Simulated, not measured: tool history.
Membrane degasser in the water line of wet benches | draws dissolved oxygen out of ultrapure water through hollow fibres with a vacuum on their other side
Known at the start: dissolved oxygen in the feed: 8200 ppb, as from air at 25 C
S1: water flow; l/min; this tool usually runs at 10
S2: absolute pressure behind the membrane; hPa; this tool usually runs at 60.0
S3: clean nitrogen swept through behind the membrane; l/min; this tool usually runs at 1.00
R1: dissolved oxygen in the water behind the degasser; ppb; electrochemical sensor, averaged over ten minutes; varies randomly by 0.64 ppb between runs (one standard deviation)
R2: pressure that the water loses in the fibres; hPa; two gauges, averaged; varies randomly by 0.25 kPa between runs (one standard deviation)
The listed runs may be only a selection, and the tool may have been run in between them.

run	day	S1	S2	S3	R1	R2
1	0.000	10	60.0	1.00	71.6	665.1
2	3.483	10	60.0	1.00	70.7	665.3
3	6.238	10	60.0	1.00	71.0	668.9
4	10.158	10	60.0	1.00	70.5	666.8
5	12.921	10	60.0	1.00	70.2	667.6
6	16.621	7	60.0	1.00	47.3	466.0
7	20.908	10	60.0	1.00	72.0	669.8
8	24.979	10	60.0	1.00	72.2	663.0
9	27.717	10	60.0	1.00	70.6	667.3
10	31.058	10	60.0	1.00	69.8	667.0
11	33.617	10	60.0	1.00	70.2	665.1
12	35.592	10	60.0	1.00	69.7	668.0
13	38.696	10	60.0	1.00	70.9	667.9
14	42.867	10	60.0	1.00	70.9	662.8
15	46.167	10	60.0	1.00	71.7	663.7
16	49.117	10	60.0	1.00	70.3	667.1
17	50.900	7	63.1	1.00	52.4	466.8
18	54.004	7	63.1	1.00	51.8	468.5
19	56.812	8	63.1	1.00	60.5	534.8
20	58.729	8	81.9	1.00	95.0	536.5
21	61.233	8	81.9	1.00	96.7	530.3
22	64.346	12	81.9	0.40	317.5	806.8
23	67.567	12	81.9	0.40	313.5	804.9
24	71.412	10	60.0	1.28	57.6	666.5
25	73.200	10	60.0	1.28	55.8	666.4
26	75.696	8	71.1	0.75	98.4	533.7
27	78.483	8	71.1	0.75	97.4	530.9

4 options for the next run, each taken on its own from the tool as it stands now. Forecast them:
A	81.021	8	105.5	0.75	?	?
B	81.021	7	71.1	2.30	?	?
C	81.021	10	60.0	1.57	?	?
D	81.021	12	71.1	0.75	?	?

run	R1	R2
A	181.3	534.5
B	30.9	469.4
C	47.4	664.5
D	156.5	802.8
Without the tool's hidden state the same runs would have given:
run	R1	R2
A	181.0	533.9
B	30.8	468.8
C	47.2	663.7
D	156.1	801.9
